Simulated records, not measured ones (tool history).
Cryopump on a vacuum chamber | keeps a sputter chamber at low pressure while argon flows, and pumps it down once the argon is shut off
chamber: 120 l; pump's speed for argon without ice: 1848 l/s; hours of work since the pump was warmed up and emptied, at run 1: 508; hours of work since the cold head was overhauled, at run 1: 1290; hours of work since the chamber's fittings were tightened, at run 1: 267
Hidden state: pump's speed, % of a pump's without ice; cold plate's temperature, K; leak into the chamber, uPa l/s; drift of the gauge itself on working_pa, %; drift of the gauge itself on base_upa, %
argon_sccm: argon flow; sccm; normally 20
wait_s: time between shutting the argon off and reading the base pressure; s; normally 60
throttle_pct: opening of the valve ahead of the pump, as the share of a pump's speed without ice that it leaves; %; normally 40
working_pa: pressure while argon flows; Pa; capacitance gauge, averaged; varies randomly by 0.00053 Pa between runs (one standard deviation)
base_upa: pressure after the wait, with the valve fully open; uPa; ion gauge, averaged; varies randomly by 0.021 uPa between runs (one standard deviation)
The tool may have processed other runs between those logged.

run,day,argon_sccm,wait_s,throttle_pct,hours of work since the pump was warmed up and emptied,hours of work since the cold head was overhauled,hours of work since the chamber's fittings were tightened,working_pa,base_upa
1,0.000,20,60,40,508,1290,267,0.0495,1.01
2,1.117,20,60,40,527,1309,286,0.0494,1.06
3,2.071,20,71,40,543,1326,303,0.0503,1.01
4,3.021,20,71,40,560,1342,319,0.0481,1.12
5,4.021,20,71,40,577,1359,336,0.0485,1.11
6,5.842,34,71,40,608,1391,368,0.0842,1.20
7,7.275,34,71,40,633,1415,392,0.0849,1.28
8,8.558,20,60,40,655,1437,414,0.0492,1.36
9,10.188,20,60,40,683,1465,442,0.0495,1.45
10,11.721,31,60,40,710,1492,469,0.0773,1.45
11,12.988,26,35,19,731,1514,491,0.1318,1.73
# day 14.542: pump warmed up, emptied and cooled again
12,14.875,20,44,57,6,1543,520,0.0327,1.50
13,15.988,14,20,55,25,1562,539,0.0241,2.05
14,17.338,16,30,40,48,1585,562,0.0366,1.77
15,18.900,16,30,40,75,1612,589,0.0363,1.76
16,19.954,16,30,40,93,1630,607,0.0374,1.89
17,21.550,28,60,23,121,1658,635,0.1138,1.59
18,23.150,28,60,23,148,1685,662,0.1136,1.65
19,24.779,25,44,32,176,1713,690,0.0728,1.86

Alternative continuations, all from the tool just after run 19; predict every row:
A,26.621,17,254,18,208,1745,722,?,?
B,26.621,14,44,32,208,1745,722,?,?
C,26.621,25,60,32,208,1745,722,?,?
D,26.621,25,82,20,208,1745,722,?,?
E,26.621,20,28,17,208,1745,722,?,?

run,working_pa,base_upa
A,0.0886,1.60
B,0.0417,1.88
C,0.0727,1.83
D,0.1164,1.71
E,0.1101,2.19
Take away the tool's hidden state, keep each run's random variation, and the runs would have read:
run,working_pa,base_upa
A,0.0873,0.26
B,0.0406,0.59
C,0.0707,0.51
D,0.1144,0.39
E,0.1085,0.86
